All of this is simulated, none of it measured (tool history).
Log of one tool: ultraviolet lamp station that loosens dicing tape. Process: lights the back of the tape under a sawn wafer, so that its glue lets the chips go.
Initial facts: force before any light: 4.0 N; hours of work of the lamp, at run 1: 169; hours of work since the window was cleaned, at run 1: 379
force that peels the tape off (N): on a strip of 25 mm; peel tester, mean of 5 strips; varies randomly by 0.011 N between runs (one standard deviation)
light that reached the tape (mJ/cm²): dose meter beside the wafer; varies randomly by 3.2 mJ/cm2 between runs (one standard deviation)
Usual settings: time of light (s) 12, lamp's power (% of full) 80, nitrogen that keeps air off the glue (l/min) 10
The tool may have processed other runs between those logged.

run	hour	time of light (s)	lamp's power (% of full)	nitrogen that keeps air off the glue (l/min)	hours of work of the lamp	hours of work since the window was cleaned	force that peels the tape off (N)	light that reached the tape (mJ/cm²)
1	0.0	12	80	10	169	379	0.525	501
2	59.9	12	80	10	201	410	0.529	494
3	87.4	12	80	10	215	425	0.515	498
4	141.5	6	80	10	244	453	1.324	250
5	207.0	6	80	10	278	488	1.329	245
6	244.7	6	80	10	298	508	1.293	247
7	310.1	6	80	10	333	542	1.358	247
8	376.0	6	80	10	367	577	1.356	247
9	426.2	6	80	10	394	603	1.291	250
10	471.9	6	80	10	418	627	1.396	250
# hour 525.8: window cleaned of glue's vapour
11	526.0	14	80	10	446	0	0.384	581
12	587.7	14	80	10	479	33	0.399	573
13	646.9	12	80	17	510	64	0.365	489
14	698.4	12	80	17	537	91	0.367	494
15	725.3	12	80	10	551	105	0.510	496
16	782.3	12	80	10	581	135	0.513	503
17	815.5	12	80	10	599	153	0.521	498
18	864.2	12	80	10	624	178	0.539	491
19	915.4	12	80	10	651	205	0.521	494
20	955.3	12	71	10	672	226	0.641	439
21	1006.0	12	71	10	699	253	0.647	437
22	1039.4	12	62	9	717	271	0.829	379
23	1078.6	12	62	9	737	291	0.843	386
24	1125.2	12	62	9	762	316	0.822	382
# hour 1160.4: lamp changed
25	1179.3	9	99	18	10	344	0.414	464
26	1230.9	7	67	9	37	371	1.435	240
27	1268.8	7	67	9	57	391	1.451	245
28	1334.6	7	67	9	92	426	1.434	240
29	1390.9	21	67	7	121	455	0.339	722
30	1450.7	21	67	7	153	487	0.318	723
31	1492.9	12	85	8	175	509	0.547	526
32	1535.1	7	90	8	197	531	1.095	326
33	1581.5	7	90	8	222	556	1.078	325
34	1643.7	17	60	18	255	589	0.321	525
35	1686.8	17	60	18	277	611	0.328	523
36	1720.6	12	80	14	295	629	0.417	497
# hour 1766.8: window cleaned of glue's vapour
37	1781.6	12	80	14	327	8	0.403	491
38	1843.4	16	70	10	360	40	0.396	580
39	1908.1	16	70	10	394	74	0.372	581
40	1959.9	16	70	10	421	102	0.400	580
41	2011.0	16	70	10	448	129	0.394	583
42	2060.0	7	88	7	474	154	1.161	314

What differs in the tool's unlogged condition from the final listed run ahead of each entry between runs to the first listed run following it?
After run 10, before run 11: window cleaned of glue's vapour (hour 525.8)
  light that the window lets through, % of a clean one's: 99.9 -> 100
After run 24, before run 25: lamp changed (hour 1160.4)
  lamp's light, % of a new lamp's: 99.8 -> 100
After run 36, before run 37: window cleaned of glue's vapour (hour 1766.8)
  light that the window lets through, % of a clean one's: 99.9 -> 100
